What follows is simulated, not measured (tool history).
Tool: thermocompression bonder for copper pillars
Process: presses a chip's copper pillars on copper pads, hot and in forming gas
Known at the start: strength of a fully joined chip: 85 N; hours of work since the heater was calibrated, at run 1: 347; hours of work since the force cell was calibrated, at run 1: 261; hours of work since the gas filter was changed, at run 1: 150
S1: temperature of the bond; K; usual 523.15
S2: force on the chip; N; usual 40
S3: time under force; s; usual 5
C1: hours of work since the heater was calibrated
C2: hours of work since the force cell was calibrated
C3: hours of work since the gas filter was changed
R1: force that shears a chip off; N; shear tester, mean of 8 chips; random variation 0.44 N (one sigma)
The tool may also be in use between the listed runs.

run   hour      S1  S2  S3   C1   C2   C3    R1
  1    0.0  523.15  40   5  347  261  150  60.2
  2    7.5  523.15  40   5  351  266  154  60.7
  3   13.1  523.15  40   5  354  269  157  60.8
  4   23.8  523.15  40   5  361  275  163  60.7
  5   31.2  518.15  40   5  365  279  168  58.2
  6   37.9  523.15  40   5  369  283  172  60.8
  7   45.9  523.15  40   5  373  288  176  60.9
  8   53.3  523.15  40   5  378  292  180  60.3
  9   61.4  523.15  40   5  383  297  185  60.8
 10   73.3  523.15  40   5  389  304  192  61.4
 11   81.5  523.15  40   5  394  309  197  61.1
 12   93.6  523.15  40   5  401  316  204  60.1
 13  105.0  523.15  40   5  408  322  210  61.4
 14  113.6  523.15  40   5  413  327  215  60.6
 15  127.0  523.15  40   5  421  335  223  59.8
 16  133.6  523.15  40   3  424  339  227  52.6
 17  141.4  523.15  40   3  429  343  232  53.7
 18  153.5  523.15  40   3  436  350  239  52.3
 19  162.8  523.15  32   5  441  356  244  53.9
 20  172.7  523.15  42   5  447  361  250  62.6
 21  180.5  523.15  55   4  452  366  254  66.4
 22  190.7  523.15  55  11  458  372  260  77.0
 23  201.7  523.15  55  11  464  378  267  75.6
 24  209.5  523.15  55  11  468  383  271  75.3
 25  219.8  523.15  55  11  474  389  277  76.4
 26  230.3  513.15  26  15  480  395  283  59.2
 27  240.1  520.15  40  10  486  401  289  68.5
 28  250.3  520.15  40  10  492  406  295  67.6
 29  261.8  504.15  29   5  499  413  301  42.6
 30  273.9  499.15  29   5  506  420  308  40.9
 31  284.4  551.15  59   3  512  426  314  73.3
     288.6  -- heater calibrated with a thermocouple chip
 32  299.2  550.15  49   5    6  434  322  70.1
 33  312.5  496.15  39   3   14  441  330  35.2
 34  319.8  520.15  52   5   18  446  334  62.3
 35  333.1  523.15  40   3   26  453  342  46.9
 36  345.1  523.15  40   3   33  460  349  47.3
 37  353.3  533.15  38   3   37  465  353  48.8
 38  360.8  521.15  47   4   42  469  358  55.6
 39  366.8  521.15  47   4   45  473  361  56.3

Hidden state at the last listed run before each entry between runs and at the first one after, where it differs:
Between runs 31 and 32: heater calibrated with a thermocouple chip (hour 288.6)
  true temperature of the bond over the reading, C: 12.9 -> -0.6; oxide that the forming gas leaves, % of the face: 6.18 -> 6.31
  measured less the result without the state, R1: -1.6 -> -5.1 N

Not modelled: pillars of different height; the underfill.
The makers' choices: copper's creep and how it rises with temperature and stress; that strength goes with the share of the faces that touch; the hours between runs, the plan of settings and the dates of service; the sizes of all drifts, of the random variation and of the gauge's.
